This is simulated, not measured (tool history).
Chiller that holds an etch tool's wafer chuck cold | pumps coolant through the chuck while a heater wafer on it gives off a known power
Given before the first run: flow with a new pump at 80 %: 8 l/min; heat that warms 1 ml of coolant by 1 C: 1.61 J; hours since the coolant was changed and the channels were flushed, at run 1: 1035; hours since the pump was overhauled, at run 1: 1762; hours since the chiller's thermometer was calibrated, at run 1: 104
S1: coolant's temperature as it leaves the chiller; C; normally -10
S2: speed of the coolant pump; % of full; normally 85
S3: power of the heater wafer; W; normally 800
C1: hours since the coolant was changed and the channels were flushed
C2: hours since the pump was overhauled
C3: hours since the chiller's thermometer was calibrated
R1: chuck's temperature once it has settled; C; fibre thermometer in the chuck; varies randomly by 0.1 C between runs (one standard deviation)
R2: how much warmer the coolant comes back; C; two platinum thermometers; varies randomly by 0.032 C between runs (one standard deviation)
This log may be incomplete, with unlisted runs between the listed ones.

Run 1, hour 0: usual settings; C1 1035; C2 1762; C3 104. Result: R1 -3.4 C, R2 3.59 C.
Run 2, hour 63: usual settings; C1 1098; C2 1825; C3 167. Result: R1 -3.4 C, R2 3.53 C.
Run 3, hour 144.4: usual settings; C1 1179; C2 1906; C3 248. Result: R1 -3.3 C, R2 3.54 C.
Run 4, hour 194.4: usual settings but S2 70 % of full; C1 1229; C2 1956; C3 298. Result: R1 -2.4 C, R2 4.42 C.
Run 5, hour 263.4: usual settings but S1 -4 C, S2 70 % of full; C1 1298; C2 2025; C3 367. Result: R1 3.8 C, R2 4.44 C.
Run 6, hour 349.9: usual settings but S1 -4 C, S2 70 % of full; C1 1385; C2 2112; C3 454. Result: R1 3.9 C, R2 4.4 C.
Run 7, hour 393.9: usual settings but S3 414 W; C1 1429; C2 2156; C3 498. Result: R1 -6.5 C, R2 1.87 C.
Run 8, hour 470.6: usual settings but S3 414 W; C1 1505; C2 2232; C3 575. Result: R1 -6.6 C, R2 1.84 C.
Run 9, hour 548.9: usual settings but S2 73 % of full, S3 414 W; C1 1584; C2 2311; C3 653. Result: R1 -5.9 C, R2 2.2 C.
Run 10, hour 648.7: usual settings but S2 73 % of full, S3 414 W; C1 1683; C2 2411; C3 753. Result: R1 -6 C, R2 2.22 C.
Run 11, hour 731.8: usual settings but S1 -5 C; C1 1766; C2 2494; C3 836. Result: R1 1.9 C, R2 3.57 C.
Run 12, hour 776.5: usual settings but S2 90 % of full; C1 1811; C2 2538; C3 880. Result: R1 -3.3 C, R2 3.38 C.
Run 13, hour 842.9: usual settings but S2 90 % of full; C1 1878; C2 2605; C3 947. Result: R1 -3.5 C, R2 3.36 C.
Run 14, hour 933.6: usual settings but S2 90 % of full, S3 671 W; C1 1968; C2 2695; C3 1038. Result: R1 -4.4 C, R2 2.82 C.
Run 15, hour 999.2: usual settings but S2 77 % of full; C1 2034; C2 2761; C3 1103. Result: R1 -2.6 C, R2 4.03 C.
Run 16, hour 1041.9: usual settings but S2 77 % of full; C1 2077; C2 2804; C3 1146. Result: R1 -2.4 C, R2 4.04 C.
Run 17, hour 1099.9: usual settings but S2 77 % of full, S3 463 W; C1 2135; C2 2862; C3 1204. Result: R1 -5.6 C, R2 2.28 C.
Run 18, hour 1150.6: usual settings but S2 68 % of full, S3 654 W; C1 2185; C2 2912; C3 1255. Result: R1 -3.1 C, R2 3.84 C.
Run 19, hour 1205.9: usual settings but S3 1020 W; C1 2241; C2 2968; C3 1310. Result: R1 -0.9 C, R2 4.66 C.
Run 20, hour 1289.3: usual settings but S1 -7 C, S2 66 % of full, S3 460 W; C1 2324; C2 3051; C3 1393. Result: R1 -2 C, R2 2.73 C.
Run 21, hour 1394: usual settings but S1 -6 C, S2 94 % of full, S3 983 W; C1 2429; C2 3156; C3 1498. Result: R1 2.2 C, R2 3.96 C.
Run 22, hour 1442.5: usual settings but S2 80 % of full, S3 421 W; C1 2477; C2 3204; C3 1546. Result: R1 -5.9 C, R2 1.99 C.
Run 23, hour 1499.7: usual settings but S2 80 % of full, S3 421 W; C1 2534; C2 3262; C3 1604. Result: R1 -5.7 C, R2 2.07 C.
Run 24, hour 1550.6: usual settings but S2 80 % of full, S3 421 W; C1 2585; C2 3312; C3 1655. Result: R1 -5.8 C, R2 2.07 C.
Run 25, hour 1653.8: usual settings but S1 -11 C, S2 94 % of full, S3 675 W; C1 2688; C2 3416; C3 1758. Result: R1 -5.4 C, R2 2.72 C.
Run 26, hour 1734.7: usual settings but S2 74 % of full, S3 404 W; C1 2769; C2 3497; C3 1839. Result: R1 -5.5 C, R2 2.13 C.
Run 27, hour 1825.6: usual settings but S1 -18 C, S2 61 % of full; C1 2860; C2 3587; C3 1930. Result: R1 -8.5 C, R2 5.25 C.
Run 28, hour 1898.8: usual settings but S1 -14 C, S2 76 % of full, S3 411 W; C1 2933; C2 3661; C3 2003. Result: R1 -9.8 C, R2 2.12 C.
Run 29, hour 1993.1: usual settings but S2 62 % of full, S3 528 W; C1 3028; C2 3755; C3 2097. Result: R1 -3.5 C, R2 3.41 C.
Run 30, hour 2059.1: usual settings but S1 -6 C, S2 97 % of full, S3 651 W; C1 3094; C2 3821; C3 2163. Result: R1 -0.4 C, R2 2.57 C.
Run 31, hour 2106.6: usual settings but S3 426 W; C1 3141; C2 3868; C3 2211. Result: R1 -5.8 C, R2 1.96 C.
Run 32, hour 2195.6: usual settings but S2 98 % of full, S3 829 W; C1 3230; C2 3957; C3 2300. Result: R1 -2.9 C, R2 3.27 C.

Below, some changes in R1 between adjacent runs. For each, the amount present without the hidden state too (settings, incoming material, random variation) and the amount remaining for the hidden state with gauge scatter not shared by both compared results:
Hidden conditions of the tool in this case: heat passed by the chuck's channels, % of clean ones'; flow at a given pump speed, % of a new pump's; coolant's true temperature over the reading, C; drift of the gauge itself on chuck_c, C; drift of the gauge itself on warmer_back_c, C.
Run 6 -> 7: S1 -4 -> -10, S2 70 -> 85, S3 800 -> 414. R1 -10.4 C: hidden state -0.2, all else -10.2.
Run 10 -> 11: S1 -10 -> -5, S2 73 -> 85, S3 414 -> 800. R1 +7.9 C: hidden state +0.3, all else +7.6.
Run 21 -> 22: S1 -6 -> -10, S2 94 -> 80, S3 983 -> 421. R1 -8.1 C: hidden state -0.3, all else -7.8.
Run 26 -> 27: S1 -10 -> -18, S2 74 -> 61, S3 404 -> 800. R1 -3 C: hidden state +0.5, all else -3.5.
Run 27 -> 28: S1 -18 -> -14, S2 61 -> 76, S3 800 -> 411. R1 -1.3 C: hidden state -0.5, all else -0.8.

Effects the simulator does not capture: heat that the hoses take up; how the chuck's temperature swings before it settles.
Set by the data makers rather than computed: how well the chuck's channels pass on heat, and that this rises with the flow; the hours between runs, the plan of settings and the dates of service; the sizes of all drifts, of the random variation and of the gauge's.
